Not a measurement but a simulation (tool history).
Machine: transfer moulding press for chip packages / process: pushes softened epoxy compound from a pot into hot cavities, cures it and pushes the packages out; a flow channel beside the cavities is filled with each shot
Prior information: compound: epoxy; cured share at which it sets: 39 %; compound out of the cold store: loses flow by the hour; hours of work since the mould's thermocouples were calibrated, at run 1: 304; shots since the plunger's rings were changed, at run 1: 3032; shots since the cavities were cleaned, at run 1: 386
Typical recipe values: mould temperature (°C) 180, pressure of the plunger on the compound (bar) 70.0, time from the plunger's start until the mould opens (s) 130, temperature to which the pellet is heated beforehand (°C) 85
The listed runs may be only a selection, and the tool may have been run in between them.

run    hour  mould temperature (°C)  pressure of the plunger on the compound (bar)  time from the plunger's start until the mould opens (s)  temperature to which the pellet is heated beforehand (°C)  hours of work since the mould's thermocouples were calibrated  shots since the plunger's rings were changed  shots since the cavities were cleaned  incoming compound's hours out of the cold store  length that the compound runs in the flow channel (mm)  greatest force on the pins that push the packages out (N)
  1     0.0                     180                                           70.0                                                      130                                                         85                                                            304                                          3032                                    386                                             46.9                                                     894                                                        484
       19.8  -- cavities cleaned with cleaning compound and waxed
       85.6  -- cavities cleaned with cleaning compound and waxed
       98.3  -- plunger's sealing rings changed
  2    98.3                     180                                           70.0                                                      130                                                         85                                                            355                                             0                                     87                                             43.1                                                     910                                                        481
      152.9  -- cavities cleaned with cleaning compound and waxed
  3   183.7                     180                                           70.0                                                      130                                                         88                                                            401                                           720                                    264                                             25.4                                                     987                                                        518
      218.8  -- cavities cleaned with cleaning compound and waxed
  4   245.3                     180                                           70.0                                                      130                                                         88                                                            434                                          1236                                    227                                             43.0                                                     912                                                        490
      283.4  -- cavities cleaned with cleaning compound and waxed
  5   294.4                     180                                           70.0                                                      130                                                         88                                                            460                                          1645                                     95                                             35.7                                                     930                                                        469
  6   335.2                     180                                           70.0                                                      130                                                         88                                                            482                                          1994                                    444                                             45.4                                                     901                                                        472
      354.4  -- cavities cleaned with cleaning compound and waxed
  7   412.7                     180                                           70.0                                                      130                                                         88                                                            524                                          2646                                    500                                             21.8                                                     992                                                        490
      422.2  -- cavities cleaned with cleaning compound and waxed
      488.5  -- cavities cleaned with cleaning compound and waxed
  8   493.6                     179                                           70.0                                                      130                                                         85                                                            567                                          3314                                     43                                             32.0                                                     962                                                        512
  9   536.3                     179                                           70.0                                                      130                                                         85                                                            590                                          3681                                    410                                             20.7                                                    1006                                                        539
      554.3  -- plunger's sealing rings changed
      555.8  -- cavities cleaned with cleaning compound and waxed
 10   604.7                     179                                           70.0                                                      130                                                         85                                                            626                                           420                                    420                                             18.9                                                    1022                                                        557
      626.5  -- cavities cleaned with cleaning compound and waxed
 11   688.2                     179                                           70.0                                                      130                                                         85                                                            671                                          1123                                    529                                             29.4                                                     966                                                        541
      694.5  -- cavities cleaned with cleaning compound and waxed
      704.2  -- mould's thermocouples calibrated
 12   750.4                     179                                           70.0                                                      130                                                         85                                                             25                                          1626                                    462                                             33.9                                                     953                                                        503
      765.1  -- cavities cleaned with cleaning compound and waxed
      828.6  -- cavities cleaned with cleaning compound and waxed
 13   828.6                     179                                           70.0                                                      130                                                         85                                                             67                                          2272                                      0                                             42.0                                                     927                                                        484
      895.3  -- cavities cleaned with cleaning compound and waxed
 14   921.1                     179                                           63.3                                                      130                                                         85                                                            117                                          3052                                    221                                             11.4                                                     996                                                        564
      961.3  -- cavities cleaned with cleaning compound and waxed
 15  1001.0                     179                                           63.3                                                      130                                                         85                                                            160                                          3725                                    340                                             20.2                                                     960                                                        529
     1015.2  -- plunger's sealing rings changed
     1028.4  -- cavities cleaned with cleaning compound and waxed
 16  1078.3                     185                                           57.6                                                      159                                                         92                                                            200                                           528                                    428                                             23.4                                                     866                                                        380
     1095.1  -- cavities cleaned with cleaning compound and waxed
 17  1143.3                     185                                           57.6                                                      128                                                         79                                                            235                                          1074                                    414                                             11.9                                                     915                                                        423
     1162.1  -- cavities cleaned with cleaning compound and waxed
 18  1204.5                     185                                           57.6                                                      128                                                         79                                                            267                                          1585                                    363                                             15.4                                                     902                                                        432
     1228.8  -- cavities cleaned with cleaning compound and waxed
 19  1277.4                     177                                           56.8                                                      169                                                         92                                                            307                                          2198                                    417                                             37.3                                                     848                                                        431
     1295.4  -- cavities cleaned with cleaning compound and waxed
 20  1355.4                     180                                           70.0                                                      130                                                         83                                                            348                                          2854                                    515                                             41.9                                                     911                                                        488
     1363.1  -- cavities cleaned with cleaning compound and waxed
     1426.4  -- cavities cleaned with cleaning compound and waxed
 21  1437.9                     180                                           70.0                                                      130                                                         83                                                            392                                          3536                                     98                                             16.3                                                    1018                                                        513
     1476.5  -- plunger's sealing rings changed
 22  1482.6                     180                                           70.0                                                      130                                                         83                                                            415                                            52                                    460                                             37.0                                                     932                                                        490
     1492.4  -- cavities cleaned with cleaning compound and waxed
     1557.6  -- cavities cleaned with cleaning compound and waxed
 23  1575.1                     187                                           70.0                                                      130                                                         89                                                            464                                           820                                    150                                             24.3                                                     946                                                        410
     1622.7  -- cavities cleaned with cleaning compound and waxed
 24  1669.7                     187                                           70.0                                                      130                                                         89                                                            515                                          1618                                    402                                             36.8                                                     892                                                        386
     1687.6  -- cavities cleaned with cleaning compound and waxed
 25  1713.5                     187                                           70.0                                                      130                                                         89                                                            539                                          1981                                    222                                              8.9                                                    1018                                                        392

Alternative continuations, all from the tool just after run 25; predict every row:
     1753.3  -- cavities cleaned with cleaning compound and waxed
  A  1768.6                     181                                           56.4                                                      130                                                         89                                                            568                                          2441                                    131                                              9.6                                                       ?                                                          ?
     1753.3  -- cavities cleaned with cleaning compound and waxed
  B  1768.6                     183                                           70.0                                                      130                                                         85                                                            568                                          2441                                    131                                             22.6                                                       ?                                                          ?
     1753.3  -- cavities cleaned with cleaning compound and waxed
  C  1768.6                     180                                           62.4                                                      130                                                         85                                                            568                                          2441                                    131                                             15.2                                                       ?                                                          ?
     1753.3  -- cavities cleaned with cleaning compound and waxed
  D  1768.6                     187                                           65.5                                                      125                                                         89                                                            568                                          2441                                    131                                             22.1                                                       ?                                                          ?
     1753.3  -- cavities cleaned with cleaning compound and waxed
  E  1768.6                     178                                           70.0                                                      130                                                         85                                                            568                                          2441                                    131                                             12.4                                                       ?                                                          ?

run  length that the compound runs in the flow channel (mm)  greatest force on the pins that push the packages out (N)
  A                                                     935                                                        495
  B                                                     972                                                        445
  C                                                     970                                                        489
  D                                                     923                                                        410
  E                                                    1050                                                        583
With the hidden condition removed and each run's random variation left untouched, the same runs would have given:
run  length that the compound runs in the flow channel (mm)  greatest force on the pins that push the packages out (N)
  A                                                     936                                                        492
  B                                                     973                                                        442
  C                                                     971                                                        485
  D                                                     924                                                        407
  E                                                    1051                                                        578
